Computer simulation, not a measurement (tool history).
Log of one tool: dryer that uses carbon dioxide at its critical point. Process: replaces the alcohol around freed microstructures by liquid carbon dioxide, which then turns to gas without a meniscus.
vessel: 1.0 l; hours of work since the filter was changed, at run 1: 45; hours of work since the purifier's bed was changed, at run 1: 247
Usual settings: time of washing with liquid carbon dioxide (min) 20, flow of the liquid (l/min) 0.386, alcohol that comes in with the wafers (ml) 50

run  hour  time of washing with liquid carbon dioxide (min)  flow of the liquid (l/min)  alcohol that comes in with the wafers (ml)  hours of work since the filter was changed  hours of work since the purifier's bed was changed  alcohol left in the vessel before it's heated (ppm by volume)
  1   0.0                                                20                       0.386                                          50                                          45                                                 247                                                            160
  2   8.2                                                20                       0.386                                          55                                          51                                                 252                                                            173
  3  15.0                                                20                       0.386                                          55                                          55                                                 257                                                            174
  4  19.5                                                20                       0.557                                          50                                          58                                                 260                                                             53
  5  26.3                                                20                       0.557                                          50                                          62                                                 264                                                             55
  6  32.7                                                27                       0.386                                          93                                          66                                                 268                                                             67
  7  38.2                                                14                       0.639                                         114                                          70                                                 272                                                            126
  8  45.2                                                17                       0.639                                         110                                          74                                                 276                                                             60
  9  55.9                                                20                       0.304                                          86                                          81                                                 283                                                            946
 10  66.5                                                20                       0.345                                          23                                          88                                                 290                                                            170

Forecast each of these 4 alternatives for the next run:
  A  71.8                                                20                       0.427                                          33                                          91                                                 293                                                              ?
  B  71.8                                                14                       0.640                                          50                                          91                                                 293                                                              ?
  C  71.8                                                20                       0.243                                          22                                          91                                                 293                                                              ?
  D  71.8                                                20                       0.345                                          75                                          91                                                 293                                                              ?

run  alcohol left in the vessel before it's heated (ppm by volume)
  A                                                             86
  B                                                             83
  C                                                            683
  D                                                            476
Without the tool's hidden state the same runs would have given:
run  alcohol left in the vessel before it's heated (ppm by volume)
  A                                                             36
  B                                                             35
  C                                                            550
  D                                                            345
